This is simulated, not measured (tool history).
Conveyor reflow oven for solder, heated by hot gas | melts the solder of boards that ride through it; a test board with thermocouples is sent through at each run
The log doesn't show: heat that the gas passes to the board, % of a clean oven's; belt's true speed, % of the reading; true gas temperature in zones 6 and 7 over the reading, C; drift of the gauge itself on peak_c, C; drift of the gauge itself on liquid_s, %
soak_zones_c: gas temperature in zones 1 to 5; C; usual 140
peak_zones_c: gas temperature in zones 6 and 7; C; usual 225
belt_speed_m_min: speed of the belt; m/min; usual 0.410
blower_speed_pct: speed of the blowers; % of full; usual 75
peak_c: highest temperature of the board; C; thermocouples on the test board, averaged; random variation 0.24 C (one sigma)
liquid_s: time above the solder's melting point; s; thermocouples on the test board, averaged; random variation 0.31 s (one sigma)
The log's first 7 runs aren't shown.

run	hour	soak_zones_c	peak_zones_c	belt_speed_m_min	blower_speed_pct	hours of work since the flux was cleaned out	hours of work since the belt drive was overhauled	hours of work since the thermocouples were changed	peak_c	liquid_s
8	173.5	140	225	0.410	75	116	608	489	210.6	72.3
9	201.4	140	225	0.410	75	132	624	505	210.6	72.4
10	223.1	140	225	0.410	75	144	637	518	210.6	72.0
11	249.5	140	225	0.410	75	160	652	533	210.1	72.0
12	277.5	140	218	0.410	75	176	668	549	203.7	63.2
# hour 309.3: flux residue cleaned out of gas plates and filters
13	309.3	140	238	0.410	75	0	684	565	222.4	84.6
14	329.0	140	225	0.405	75	11	695	576	211.7	74.6
15	352.5	140	225	0.410	75	25	709	590	211.1	72.9
16	380.3	140	225	0.410	75	41	725	606	211.1	72.4
17	402.1	131	234	0.410	71	54	737	618	216.5	74.1
18	430.8	127	225	0.383	75	70	754	635	210.4	72.4
19	450.3	127	225	0.383	75	81	765	646	210.6	72.2
20	475.0	152	235	0.432	64	96	779	661	217.5	81.4
# hour 481.3: belt drive overhauled, speed set with a stopwatch
21	499.1	152	235	0.432	64	107	10	672	217.6	81.9
22	515.9	134	236	0.365	72	117	20	682	222.0	93.0
23	531.7	149	225	0.386	63	126	29	691	210.7	83.4
24	559.8	149	225	0.386	63	142	45	707	211.0	83.1
25	583.8	149	225	0.386	63	156	59	721	210.8	82.8
26	614.1	149	225	0.386	63	174	77	739	210.8	82.9
27	634.2	140	231	0.466	55	185	88	750	205.8	54.8
# hour 650.5: flux residue cleaned out of gas plates and filters
28	662.5	140	214	0.488	55	7	102	764	191.5	26.0
# hour 669.4: belt drive overhauled, speed set with a stopwatch, once more
29	688.3	140	214	0.488	55	20	11	776	190.5	24.1
30	712.9	143	233	0.488	55	34	25	791	207.0	53.7
31	738.3	143	233	0.488	55	48	40	805	206.2	52.6

4 ways to go on from here, each from the tool as it stands after run 31. What would each give?
A	765.8	141	214	0.410	75	64	56	821	?	?
B	765.8	147	225	0.410	75	64	56	821	?	?
C	765.8	130	235	0.346	55	64	56	821	?	?
D	765.8	129	225	0.410	75	64	56	821	?	?

run	peak_c	liquid_s
A	199.3	57.2
B	210.6	75.8
C	217.2	88.3
D	208.0	63.3
Without the tool's hidden state the same runs would have given:
run	peak_c	liquid_s
A	202.5	62.6
B	213.8	79.3
C	220.4	92.0
D	211.3	67.6
